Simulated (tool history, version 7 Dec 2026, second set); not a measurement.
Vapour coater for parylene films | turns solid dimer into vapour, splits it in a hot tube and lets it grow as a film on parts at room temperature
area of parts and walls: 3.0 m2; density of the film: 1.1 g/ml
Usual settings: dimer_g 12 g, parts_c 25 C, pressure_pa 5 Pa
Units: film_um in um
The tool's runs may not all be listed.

run   hour  dimer_g  parts_c  pressure_pa  film_um
  1      0       12       25            5     2.05
  2   16.1       12       25            5     2.05
  3   30.4       12       25            5     2.03
  4   56.1       12       25         8.05     1.87
  5   70.3       12       25         8.05     1.86
  6   85.1       12       25        10.58     1.82
  7  107.2       12       25        10.58     1.78
  8  126.8       12       25        10.58     1.76
  9  153.7       12       25        10.58     1.73
 10  174.2       12       25            5     1.96
 11  189.5       12       25         4.48        2
     195.2  -- trap's valve overhauled
 12  213.9       12       25         4.48     1.92
 13  232.1       12       25            5     1.87
 14  255.7       12       25            5     1.86
     262.7  -- trap's valve overhauled, once more
 15    280        8       25            5     1.48
 16  294.5       12       25         2.91      2.4
 17  319.7       12       25         2.91      2.4
 18  349.7       12       25         3.26     2.32
 19  367.6       12       25         3.26     2.35
 20  397.7       10       27         7.43     1.51
 21  419.5       15       20         3.13     3.72
 22  444.4       15       20        11.83        3
 23  474.8        5       26         11.6     0.72
 24  499.5        9       26        11.08     1.34
 25  515.1       12       18            5     3.03
 26  541.3       12       27         7.57     1.79
 27  572.6        6       25         6.29     1.04
 28  602.4       22       25         9.03     3.45
 29  622.6       21       25         4.64     3.67
 30  642.7        6       30         8.67     0.73
 31  665.4       13       21            5     2.72
 32  686.2       13       21            5     2.72
 33  718.7       14       21         2.05      3.4
 34    736       14       21         2.05     3.37
 35  751.6       13       21         2.05     3.12
 36  772.2       13       21         2.05     3.14

Forecast each of these 3 alternatives for the next run:
  A  802.8       13       21        11.45        ?
  B  802.8       12       28         7.04        ?
  C  802.8       13       37         2.05        ?

run  film_um
  A     2.33
  B     1.65
  C     1.41
Without the tool's hidden state the same runs would have given:
run  film_um
  A     2.55
  B      1.8
  C     1.53

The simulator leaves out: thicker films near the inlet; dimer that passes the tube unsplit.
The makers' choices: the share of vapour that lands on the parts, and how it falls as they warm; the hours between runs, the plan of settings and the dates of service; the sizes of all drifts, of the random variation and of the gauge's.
